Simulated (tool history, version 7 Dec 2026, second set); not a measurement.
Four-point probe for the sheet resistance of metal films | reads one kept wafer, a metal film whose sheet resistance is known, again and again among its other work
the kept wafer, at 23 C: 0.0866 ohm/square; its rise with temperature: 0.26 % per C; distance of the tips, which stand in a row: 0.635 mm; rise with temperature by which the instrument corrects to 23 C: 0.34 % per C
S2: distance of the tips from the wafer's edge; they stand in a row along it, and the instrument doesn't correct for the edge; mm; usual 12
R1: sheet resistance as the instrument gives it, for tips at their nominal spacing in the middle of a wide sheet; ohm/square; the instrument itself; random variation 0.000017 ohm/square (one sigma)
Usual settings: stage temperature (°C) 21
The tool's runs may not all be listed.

run 1 hour=0 | stage_temperature_(°C)=21 S2=12 | R1=0.087222
run 2 hour=19.3 | stage_temperature_(°C)=21 S2=12 | R1=0.087216
run 3 hour=46.6 | stage_temperature_(°C)=21 S2=12 | R1=0.087244
run 4 hour=78.4 | stage_temperature_(°C)=21 S2=12 | R1=0.08724
run 5 hour=108 | stage_temperature_(°C)=21 S2=12 | R1=0.087236
run 6 hour=139.6 | stage_temperature_(°C)=21 S2=5 | R1=0.087826
run 7 hour=159.8 | stage_temperature_(°C)=21 S2=5 | R1=0.087859
run 8 hour=180.5 | stage_temperature_(°C)=21 S2=5 | R1=0.087834
run 9 hour=210.3 | stage_temperature_(°C)=21 S2=12 | R1=0.087212
run 10 hour=226.4 | stage_temperature_(°C)=21 S2=12 | R1=0.087212
run 11 hour=252.9 | stage_temperature_(°C)=21 S2=12 | R1=0.087208
run 12 hour=278.9 | stage_temperature_(°C)=25 S2=5 | R1=0.087537
run 13 hour=301.4 | stage_temperature_(°C)=25 S2=13 | R1=0.086922
run 14 hour=330.4 | stage_temperature_(°C)=25 S2=13 | R1=0.086889
-- hour=333.1 stage's thermometer calibrated
run 15 hour=349.4 | stage_temperature_(°C)=31 S2=69 | R1=0.086448
run 16 hour=378.8 | stage_temperature_(°C)=31 S2=69 | R1=0.086467
run 17 hour=406.8 | stage_temperature_(°C)=31 S2=69 | R1=0.086461
run 18 hour=421 | stage_temperature_(°C)=31 S2=69 | R1=0.086443
run 19 hour=446.6 | stage_temperature_(°C)=31 S2=69 | R1=0.086466
-- hour=453.2 stage's thermometer calibrated, once more
run 20 hour=465.6 | stage_temperature_(°C)=20 S2=4 | R1=0.088196

Run 21 comes next. What will it give?
run 21 hour=498.5 | stage_temperature_(°C)=28 S2=10 | R1=?

Run 21 gave R1 0.086689 ohm/square.
Without the tool's hidden state the same run would have given R1 0.086456 ohm/square.
